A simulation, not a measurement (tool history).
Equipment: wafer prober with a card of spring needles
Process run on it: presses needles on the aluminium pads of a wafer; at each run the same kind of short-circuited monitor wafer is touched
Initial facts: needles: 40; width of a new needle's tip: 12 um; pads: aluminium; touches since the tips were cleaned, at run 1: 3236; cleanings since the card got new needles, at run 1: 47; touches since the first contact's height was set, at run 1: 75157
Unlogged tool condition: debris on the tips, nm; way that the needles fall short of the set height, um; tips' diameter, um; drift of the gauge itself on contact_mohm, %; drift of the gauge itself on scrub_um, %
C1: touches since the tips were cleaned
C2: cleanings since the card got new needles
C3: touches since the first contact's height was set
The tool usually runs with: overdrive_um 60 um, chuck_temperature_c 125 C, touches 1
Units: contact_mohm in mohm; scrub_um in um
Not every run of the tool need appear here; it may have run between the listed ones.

run 1 hour=0.0 | overdrive_um=60 chuck_temperature_c=125 touches=1 | C1=3236 C2=47 C3=75157 | contact_mohm=270 scrub_um=13.87
-- hour=9.1 tips cleaned on abrasive film
run 2 hour=15.9 | overdrive_um=60 chuck_temperature_c=125 touches=1 | C1=3479 C2=48 C3=83222 | contact_mohm=261 scrub_um=13.96
-- hour=25.8 tips cleaned on abrasive film
-- hour=41.1 tips cleaned on abrasive film
run 3 hour=41.1 | overdrive_um=60 chuck_temperature_c=125 touches=1 | C1=0 C2=50 C3=95936 | contact_mohm=262 scrub_um=13.91
-- hour=57.4 tips cleaned on abrasive film
run 4 hour=60.1 | overdrive_um=60 chuck_temperature_c=29 touches=1 | C1=1367 C2=51 C3=105536 | contact_mohm=244 scrub_um=13.90
-- hour=75.0 tips cleaned on abrasive film
run 5 hour=88.4 | overdrive_um=50 chuck_temperature_c=125 touches=1 | C1=6828 C2=52 C3=119909 | contact_mohm=265 scrub_um=11.59
-- hour=91.7 tips cleaned on abrasive film
-- hour=106.4 tips cleaned on abrasive film
-- hour=121.3 tips cleaned on abrasive film
run 6 hour=121.3 | overdrive_um=50 chuck_temperature_c=125 touches=1 | C1=0 C2=55 C3=136494 | contact_mohm=268 scrub_um=11.51
-- hour=136.8 tips cleaned on abrasive film
run 7 hour=141.9 | overdrive_um=50 chuck_temperature_c=125 touches=1 | C1=2584 C2=56 C3=146959 | contact_mohm=268 scrub_um=11.47
-- hour=153.8 tips cleaned on abrasive film
-- hour=170.3 tips cleaned on abrasive film
run 8 hour=173.0 | overdrive_um=50 chuck_temperature_c=125 touches=1 | C1=1379 C2=58 C3=162676 | contact_mohm=267 scrub_um=11.51
-- hour=184.2 height of the first contact set anew
-- hour=186.6 tips cleaned on abrasive film
run 9 hour=193.3 | overdrive_um=60 chuck_temperature_c=77 touches=1 | C1=3387 C2=59 C3=4553 | contact_mohm=250 scrub_um=13.82
-- hour=203.5 tips cleaned on abrasive film
run 10 hour=210.4 | overdrive_um=63 chuck_temperature_c=77 touches=1 | C1=3495 C2=60 C3=13210 | contact_mohm=252 scrub_um=14.41
-- hour=218.2 tips cleaned on abrasive film
-- hour=234.0 tips cleaned on abrasive film
run 11 hour=237.0 | overdrive_um=52 chuck_temperature_c=125 touches=1 | C1=1513 C2=62 C3=26659 | contact_mohm=263 scrub_um=11.94
-- hour=249.8 tips cleaned on abrasive film
run 12 hour=260.4 | overdrive_um=52 chuck_temperature_c=125 touches=1 | C1=5406 C2=63 C3=38543 | contact_mohm=265 scrub_um=11.91
-- hour=266.0 tips cleaned on abrasive film
-- hour=283.2 tips cleaned on abrasive film
run 13 hour=295.5 | overdrive_um=45 chuck_temperature_c=29 touches=1 | C1=6272 C2=65 C3=56317 | contact_mohm=244 scrub_um=10.31
-- hour=298.3 tips cleaned on abrasive film
-- hour=313.9 tips cleaned on abrasive film
run 14 hour=320.7 | overdrive_um=45 chuck_temperature_c=29 touches=1 | C1=3469 C2=67 C3=69027 | contact_mohm=247 scrub_um=10.27
-- hour=328.6 tips cleaned on abrasive film
-- hour=343.9 tips cleaned on abrasive film
run 15 hour=357.3 | overdrive_um=60 chuck_temperature_c=39 touches=1 | C1=6868 C2=69 C3=87595 | contact_mohm=241 scrub_um=13.72

Alternative continuations, all from the tool just after run 15; predict every row:
-- hour=359.3 tips cleaned on abrasive film
-- hour=375.8 tips cleaned on abrasive film
run A hour=380.9 | overdrive_um=49 chuck_temperature_c=46 touches=3 | C1=2598 C2=71 C3=99465 | contact_mohm=? scrub_um=?
-- hour=359.3 tips cleaned on abrasive film
-- hour=375.8 tips cleaned on abrasive film
run B hour=380.9 | overdrive_um=60 chuck_temperature_c=95 touches=1 | C1=2598 C2=71 C3=99465 | contact_mohm=? scrub_um=?
-- hour=359.3 tips cleaned on abrasive film
-- hour=375.8 tips cleaned on abrasive film
run C hour=380.9 | overdrive_um=78 chuck_temperature_c=48 touches=1 | C1=2598 C2=71 C3=99465 | contact_mohm=? scrub_um=?
-- hour=359.3 tips cleaned on abrasive film
-- hour=375.8 tips cleaned on abrasive film
run D hour=380.9 | overdrive_um=55 chuck_temperature_c=34 touches=3 | C1=2598 C2=71 C3=99465 | contact_mohm=? scrub_um=?
-- hour=359.3 tips cleaned on abrasive film
-- hour=375.8 tips cleaned on abrasive film
run E hour=380.9 | overdrive_um=56 chuck_temperature_c=39 touches=1 | C1=2598 C2=71 C3=99465 | contact_mohm=? scrub_um=?

run=A contact_mohm=247 scrub_um=11.20
run=B contact_mohm=257 scrub_um=13.67
run=C contact_mohm=249 scrub_um=17.93
run=D contact_mohm=241 scrub_um=12.60
run=E contact_mohm=241 scrub_um=12.84
Had the tool no hidden state, the same runs would have come out as:
run=A contact_mohm=247 scrub_um=11.34
run=B contact_mohm=257 scrub_um=13.84
run=C contact_mohm=249 scrub_um=18.16
run=D contact_mohm=240 scrub_um=12.77
run=E contact_mohm=241 scrub_um=13.00
